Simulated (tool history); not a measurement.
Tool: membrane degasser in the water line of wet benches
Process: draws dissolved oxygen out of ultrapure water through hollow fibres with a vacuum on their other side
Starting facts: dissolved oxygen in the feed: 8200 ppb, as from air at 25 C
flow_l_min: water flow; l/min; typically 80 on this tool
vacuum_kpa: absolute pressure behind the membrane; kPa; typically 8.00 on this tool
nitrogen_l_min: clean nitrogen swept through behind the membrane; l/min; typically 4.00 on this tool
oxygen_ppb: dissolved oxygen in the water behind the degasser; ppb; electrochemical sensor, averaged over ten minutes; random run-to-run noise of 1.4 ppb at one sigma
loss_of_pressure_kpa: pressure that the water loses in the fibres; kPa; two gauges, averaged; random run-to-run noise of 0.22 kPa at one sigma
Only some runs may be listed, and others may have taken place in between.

run    hour  flow_l_min  vacuum_kpa  nitrogen_l_min  oxygen_ppb  loss_of_pressure_kpa
  1     0.0          80        8.00            4.00       220.2                 54.98
  2    70.2         116        8.00            4.00       318.0                 79.37
  3   150.3         116        8.00            4.00       322.5                 79.29
  4   200.3         116        8.00            4.00       313.9                 79.10
  5   273.7          80        8.00            9.41       106.7                 54.61
  6   342.5          77        8.00            4.00       214.4                 52.85
  7   382.7          77        8.00            4.00       213.0                 52.67
  8   457.3          77        8.00            4.00       215.3                 52.42
  9   514.9          80       10.36            4.00       322.4                 55.18
 10   555.5          80        8.00            4.00       226.1                 55.06
 11   616.8          80        8.00            4.00       220.8                 55.05
 12   675.4          80       16.37            4.00       564.4                 55.16
 13   748.9          80        8.00            4.00       224.7                 54.69
 14   820.6         120        8.00            4.00       325.5                 82.72
 15   872.2         120        8.00            4.00       330.2                 82.87
 16   947.9          80       17.44            4.00       603.6                 55.25
 17   983.0          61       17.44            1.77       927.1                 41.94
 18  1040.8         118        8.00            8.22       179.3                 81.37
 19  1123.3         118        8.00            8.22       179.5                 81.61
 20  1156.7         121        8.00            9.31       169.1                 83.71
 21  1226.9          88        5.68            4.61       115.6                 60.64
 22  1278.0          88        5.68            4.61       115.5                 60.71
 23  1342.3         118       15.59            3.33       859.0                 81.22
 24  1407.6          69        8.00            6.69       120.3                 47.82
 25  1487.5         108        8.00            2.59       401.3                 74.49
 26  1557.8         108        8.00            2.59       406.0                 74.64
 27  1620.3         108        8.00            2.59       402.6                 74.82
 28  1664.0         108        8.00            2.59       403.3                 74.88
 29  1706.7         108        8.00            2.59       396.6                 74.45
 30  1782.5          63       19.64           11.31       218.6                 43.71
 31  1818.2          91        8.00            4.73       210.9                 62.75

Taken out of this log: 1 entry between the listed runs. Where each belongs, and how the hidden state differs across it:
Run 15 -> run 16: vacuum gauge calibrated (hour 903.6)
  true pressure behind the membrane over the reading, kPa: 0.18 -> 0.01
  measured minus no-state result, oxygen_ppb: +13.4 -> +1.8 ppb; loss_of_pressure_kpa: +1.56 -> +1.05 kPa

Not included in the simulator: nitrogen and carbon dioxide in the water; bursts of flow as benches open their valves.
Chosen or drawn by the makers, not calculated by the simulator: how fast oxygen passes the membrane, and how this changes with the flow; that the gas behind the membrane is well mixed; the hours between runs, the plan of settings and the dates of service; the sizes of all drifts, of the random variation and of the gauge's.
